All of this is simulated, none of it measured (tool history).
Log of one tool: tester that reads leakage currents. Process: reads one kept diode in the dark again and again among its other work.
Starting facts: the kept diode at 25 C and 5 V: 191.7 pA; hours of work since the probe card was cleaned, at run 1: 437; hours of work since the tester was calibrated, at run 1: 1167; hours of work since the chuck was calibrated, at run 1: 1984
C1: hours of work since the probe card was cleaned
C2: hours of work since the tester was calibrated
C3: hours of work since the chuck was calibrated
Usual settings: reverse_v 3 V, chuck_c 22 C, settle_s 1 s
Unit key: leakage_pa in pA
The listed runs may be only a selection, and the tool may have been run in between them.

Run 1, hour 0: usual settings; C1 437; C2 1167; C3 1984. Result: leakage_pa 147.2 pA.
Run 2, hour 37: usual settings; C1 462; C2 1191; C3 2008. Result: leakage_pa 147.3 pA.
Run 3, hour 101.8: usual settings but chuck_c 30 C; C1 504; C2 1234; C3 2051. Result: leakage_pa 288.56 pA.
Run 4, hour 158.6: usual settings but chuck_c 30 C; C1 542; C2 1271; C3 2088. Result: leakage_pa 290.32 pA.
At hour 176.5: chuck's temperature calibrated.
Run 5, hour 205.3: usual settings but chuck_c 30 C; C1 571; C2 1301; C3 19. Result: leakage_pa 247.28 pA.
Run 6, hour 246.3: usual settings but settle_s 0.4 s; C1 598; C2 1328; C3 46. Result: leakage_pa 127.3 pA.
Run 7, hour 288.8: usual settings; C1 626; C2 1355; C3 74. Result: leakage_pa 128.12 pA.
Run 8, hour 332.4: usual settings; C1 654; C2 1384; C3 102. Result: leakage_pa 128.13 pA.
Run 9, hour 386.1: usual settings but reverse_v 7.58 V; C1 690; C2 1419; C3 138. Result: leakage_pa 182.36 pA.
Run 10, hour 449.3: usual settings but reverse_v 7.58 V; C1 731; C2 1461; C3 179. Result: leakage_pa 184.01 pA.
Run 11, hour 513.1: usual settings but reverse_v 7.58 V; C1 773; C2 1503; C3 221. Result: leakage_pa 183.91 pA.
Run 12, hour 583.7: usual settings but reverse_v 5.22 V; C1 820; C2 1549; C3 268. Result: leakage_pa 161.52 pA.
Run 13, hour 662.9: usual settings but reverse_v 5.22 V; C1 872; C2 1601; C3 320. Result: leakage_pa 162.8 pA.
Run 14, hour 726.1: usual settings but reverse_v 5.22 V; C1 913; C2 1643; C3 361. Result: leakage_pa 162.92 pA.
Run 15, hour 811: usual settings but reverse_v 5.22 V; C1 969; C2 1699; C3 417. Result: leakage_pa 164.73 pA.
Run 16, hour 857.6: usual settings but reverse_v 5.22 V; C1 1000; C2 1729; C3 447. Result: leakage_pa 164.16 pA.
Run 17, hour 925.3: usual settings but reverse_v 3.37 V, chuck_c 21 C, settle_s 1.36 s; C1 1044; C2 1774; C3 492. Result: leakage_pa 128.97 pA.
Run 18, hour 973.5: usual settings but reverse_v 4.55 V, chuck_c 24 C, settle_s 1.3 s; C1 1076; C2 1805; C3 524. Result: leakage_pa 186.62 pA.
Run 19, hour 1038.4: usual settings but reverse_v 2.61 V, chuck_c 34 C, settle_s 1.51 s; C1 1118; C2 1848; C3 566. Result: leakage_pa 341.19 pA.
Run 20, hour 1096.8: usual settings but reverse_v 4.19 V, chuck_c 25 C, settle_s 1.51 s; C1 1157; C2 1886; C3 605. Result: leakage_pa 195.78 pA.
Run 21, hour 1161.5: usual settings but reverse_v 5.19 V; C1 1199; C2 1929; C3 647. Result: leakage_pa 168.85 pA.
Run 22, hour 1213.7: usual settings but reverse_v 12.19 V, settle_s 1.39 s; C1 1233; C2 1963; C3 681. Result: leakage_pa 239.12 pA.
Run 23, hour 1287.8: usual settings but reverse_v 8.36 V, chuck_c 52 C, settle_s 1.39 s; C1 1282; C2 2012; C3 730. Result: leakage_pa 2019.48 pA.
Run 24, hour 1369.3: usual settings but settle_s 9.31 s; C1 1336; C2 2065; C3 784. Result: leakage_pa 138.12 pA.
Run 25, hour 1435.6: usual settings but chuck_c 28 C, settle_s 1.08 s; C1 1379; C2 2109; C3 827. Result: leakage_pa 228.95 pA.
Run 26, hour 1507.6: usual settings but chuck_c 28 C, settle_s 1.08 s; C1 1427; C2 2156; C3 875. Result: leakage_pa 227.88 pA.
Run 27, hour 1556.1: usual settings but chuck_c 28 C, settle_s 1.08 s; C1 1459; C2 2188; C3 906. Result: leakage_pa 229.62 pA.
Run 28, hour 1595.6: usual settings but settle_s 5.07 s; C1 1484; C2 2214; C3 932. Result: leakage_pa 141.11 pA.

5 ways to go on from here, each from the tool as it stands after run 28. What would each give?
Run A, hour 1669.1: usual settings but reverse_v 19 V, chuck_c 47 C, settle_s 0.35 s; C1 1533; C2 2262; C3 981. Result: leakage_pa ?.
Run B, hour 1669.1: usual settings but reverse_v 1.18 V, chuck_c 49 C, settle_s 6.73 s; C1 1533; C2 2262; C3 981. Result: leakage_pa ?.
Run C, hour 1669.1: usual settings but settle_s 4.75 s; C1 1533; C2 2262; C3 981. Result: leakage_pa ?.
Run D, hour 1669.1: usual settings but reverse_v 1.63 V, settle_s 9.02 s; C1 1533; C2 2262; C3 981. Result: leakage_pa ?.
Run E, hour 1669.1: usual settings but chuck_c 33 C, settle_s 9.11 s; C1 1533; C2 2262; C3 981. Result: leakage_pa ?.

run  leakage_pa
  A     1955.76
  B      826.25
  C      141.63
  D      112.76
  E      345.53
Without the tool's hidden state the same runs would have given:
run  leakage_pa
  A     1775.01
  B      765.72
  C      123.47
  D       99.92
  E      312.35
